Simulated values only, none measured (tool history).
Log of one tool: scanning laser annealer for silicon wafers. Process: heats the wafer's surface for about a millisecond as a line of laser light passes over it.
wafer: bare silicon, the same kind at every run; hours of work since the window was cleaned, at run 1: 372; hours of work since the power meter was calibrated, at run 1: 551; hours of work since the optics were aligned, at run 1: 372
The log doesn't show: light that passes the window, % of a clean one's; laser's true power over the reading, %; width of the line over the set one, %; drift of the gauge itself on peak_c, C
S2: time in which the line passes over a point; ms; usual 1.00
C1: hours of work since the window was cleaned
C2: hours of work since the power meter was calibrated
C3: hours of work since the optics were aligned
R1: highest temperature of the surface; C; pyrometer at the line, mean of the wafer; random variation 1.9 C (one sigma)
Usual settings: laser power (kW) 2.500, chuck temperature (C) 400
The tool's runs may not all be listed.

Run 1, hour 0.0: usual settings; C1 372; C2 551; C3 372. Result: R1 1166 C.
Run 2, hour 31.5: usual settings but S2 1.07 ms; C1 387; C2 566; C3 387. Result: R1 1187 C.
Run 3, hour 74.7: usual settings; C1 408; C2 587; C3 408. Result: R1 1165 C.
Run 4, hour 131.3: usual settings; C1 435; C2 614; C3 435. Result: R1 1161 C.
Run 5, hour 189.1: usual settings; C1 463; C2 642; C3 463. Result: R1 1161 C.
At hour 196.0: window over the wafer cleaned.
Run 6, hour 234.1: usual settings; C1 18; C2 663; C3 484. Result: R1 1147 C.
Run 7, hour 290.7: usual settings but S2 1.23 ms, chuck temperature (C) 416; C1 46; C2 691; C3 512. Result: R1 1234 C.
Run 8, hour 317.2: usual settings but laser power (kW) 2.458, S2 1.07 ms, chuck temperature (C) 418; C1 59; C2 703; C3 524. Result: R1 1167 C.
Run 9, hour 341.2: usual settings but laser power (kW) 2.458, chuck temperature (C) 367; C1 70; C2 715; C3 536. Result: R1 1096 C.
Run 10, hour 391.0: usual settings but laser power (kW) 2.442, chuck temperature (C) 401; C1 94; C2 739; C3 560. Result: R1 1121 C.
Run 11, hour 447.6: usual settings but laser power (kW) 2.299, S2 0.99 ms, chuck temperature (C) 401; C1 122; C2 767; C3 588. Result: R1 1060 C.
Run 12, hour 479.4: usual settings but laser power (kW) 2.657, chuck temperature (C) 410; C1 137; C2 782; C3 603. Result: R1 1211 C.

Forecast each of these 4 alternatives for the next run:
At hour 519.3: window over the wafer cleaned, once more.
Run A, hour 530.3: usual settings but laser power (kW) 2.526, S2 0.71 ms, chuck temperature (C) 379; C1 5; C2 806; C3 627. Result: R1 ?.
At hour 519.3: window over the wafer cleaned, once more.
Run B, hour 530.3: usual settings but laser power (kW) 2.542; C1 5; C2 806; C3 627. Result: R1 ?.
At hour 519.3: window over the wafer cleaned, once more.
Run C, hour 530.3: usual settings but laser power (kW) 2.167, S2 0.81 ms, chuck temperature (C) 410; C1 5; C2 806; C3 627. Result: R1 ?.
At hour 519.3: window over the wafer cleaned, once more.
Run D, hour 530.3: usual settings but laser power (kW) 2.317, S2 0.72 ms, chuck temperature (C) 413; C1 5; C2 806; C3 627. Result: R1 ?.

run    R1
  A  1063
  B  1197
  C   995
  D  1024
Without the tool's hidden state the same runs would have given:
run    R1
  A  1075
  B  1212
  C  1006
  D  1035
